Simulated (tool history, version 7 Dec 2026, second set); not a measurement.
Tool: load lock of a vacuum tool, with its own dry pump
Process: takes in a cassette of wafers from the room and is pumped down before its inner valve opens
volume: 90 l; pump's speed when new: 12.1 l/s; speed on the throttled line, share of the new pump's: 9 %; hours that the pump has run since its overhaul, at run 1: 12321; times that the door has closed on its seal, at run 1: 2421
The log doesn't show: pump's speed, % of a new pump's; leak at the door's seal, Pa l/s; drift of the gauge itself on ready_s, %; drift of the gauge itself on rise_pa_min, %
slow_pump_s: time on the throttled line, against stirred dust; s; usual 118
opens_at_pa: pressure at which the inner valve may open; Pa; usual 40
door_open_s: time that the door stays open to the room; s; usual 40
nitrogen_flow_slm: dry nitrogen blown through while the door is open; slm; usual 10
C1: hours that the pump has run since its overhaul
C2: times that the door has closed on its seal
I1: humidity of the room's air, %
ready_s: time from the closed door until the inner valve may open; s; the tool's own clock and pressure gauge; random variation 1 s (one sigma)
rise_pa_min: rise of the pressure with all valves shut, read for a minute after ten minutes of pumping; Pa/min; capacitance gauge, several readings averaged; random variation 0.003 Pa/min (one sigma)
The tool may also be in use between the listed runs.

run 1 day=0 | slow_pump_s=118 opens_at_pa=40 door_open_s=40 nitrogen_flow_slm=10 | C1=12321 C2=2421 | I1=44.9 | ready_s=178.7 rise_pa_min=0.016
run 2 day=2.55 | slow_pump_s=118 opens_at_pa=40 door_open_s=40 nitrogen_flow_slm=10 | C1=12382 C2=2573 | I1=44.7 | ready_s=181 rise_pa_min=0.02
run 3 day=7.171 | slow_pump_s=118 opens_at_pa=40 door_open_s=40 nitrogen_flow_slm=10 | C1=12493 C2=2849 | I1=44.5 | ready_s=180.4 rise_pa_min=0.02
run 4 day=9.871 | slow_pump_s=118 opens_at_pa=40 door_open_s=104 nitrogen_flow_slm=10 | C1=12557 C2=3010 | I1=45.6 | ready_s=178.2 rise_pa_min=0.035
run 5 day=13.646 | slow_pump_s=118 opens_at_pa=40 door_open_s=104 nitrogen_flow_slm=10 | C1=12648 C2=3235 | I1=41.8 | ready_s=179 rise_pa_min=0.035
run 6 day=16.779 | slow_pump_s=118 opens_at_pa=40 door_open_s=104 nitrogen_flow_slm=10 | C1=12723 C2=3422 | I1=41 | ready_s=179 rise_pa_min=0.031
run 7 day=20.446 | slow_pump_s=118 opens_at_pa=40 door_open_s=104 nitrogen_flow_slm=10 | C1=12811 C2=3640 | I1=44.2 | ready_s=179.1 rise_pa_min=0.03
run 8 day=23.325 | slow_pump_s=118 opens_at_pa=40 door_open_s=104 nitrogen_flow_slm=10 | C1=12880 C2=3812 | I1=48.6 | ready_s=178.4 rise_pa_min=0.04
run 9 day=27.804 | slow_pump_s=82 opens_at_pa=40 door_open_s=104 nitrogen_flow_slm=10 | C1=12988 C2=4079 | I1=41.9 | ready_s=146.7 rise_pa_min=0.033
run 10 day=30.704 | slow_pump_s=118 opens_at_pa=70 door_open_s=39 nitrogen_flow_slm=10 | C1=13057 C2=4252 | I1=46.1 | ready_s=172.6 rise_pa_min=0.023
run 11 day=34.871 | slow_pump_s=118 opens_at_pa=70 door_open_s=39 nitrogen_flow_slm=10 | C1=13157 C2=4501 | I1=43.3 | ready_s=172.8 rise_pa_min=0.024
run 12 day=37.088 | slow_pump_s=103 opens_at_pa=37 door_open_s=33 nitrogen_flow_slm=5 | C1=13211 C2=4633 | I1=47.9 | ready_s=169 rise_pa_min=0.024
run 13 day=40.475 | slow_pump_s=179 opens_at_pa=63 door_open_s=33 nitrogen_flow_slm=25 | C1=13292 C2=4835 | I1=43.3 | ready_s=229.9 rise_pa_min=0.015
run 14 day=45.654 | slow_pump_s=118 opens_at_pa=40 door_open_s=40 nitrogen_flow_slm=9 | C1=13416 C2=5144 | I1=44.5 | ready_s=180.8 rise_pa_min=0.024

3 ways to go on from here, each from the tool as it stands after run 14. What would each give?
run A day=48.871 | slow_pump_s=118 opens_at_pa=31 door_open_s=176 nitrogen_flow_slm=9 | C1=13493 C2=5336 | I1=48.7 | ready_s=? rise_pa_min=?
run B day=48.871 | slow_pump_s=118 opens_at_pa=40 door_open_s=31 nitrogen_flow_slm=10 | C1=13493 C2=5336 | I1=44.3 | ready_s=? rise_pa_min=?
run C day=48.871 | slow_pump_s=118 opens_at_pa=40 door_open_s=40 nitrogen_flow_slm=21 | C1=13493 C2=5336 | I1=43.8 | ready_s=? rise_pa_min=?

run=A ready_s=183.7 rise_pa_min=0.06
run=B ready_s=178.9 rise_pa_min=0.019
run=C ready_s=180.4 rise_pa_min=0.021
Without the tool's hidden state the same runs would have given:
run=A ready_s=169.7 rise_pa_min=0.051
run=B ready_s=165.6 rise_pa_min=0.011
run=C ready_s=166.9 rise_pa_min=0.012
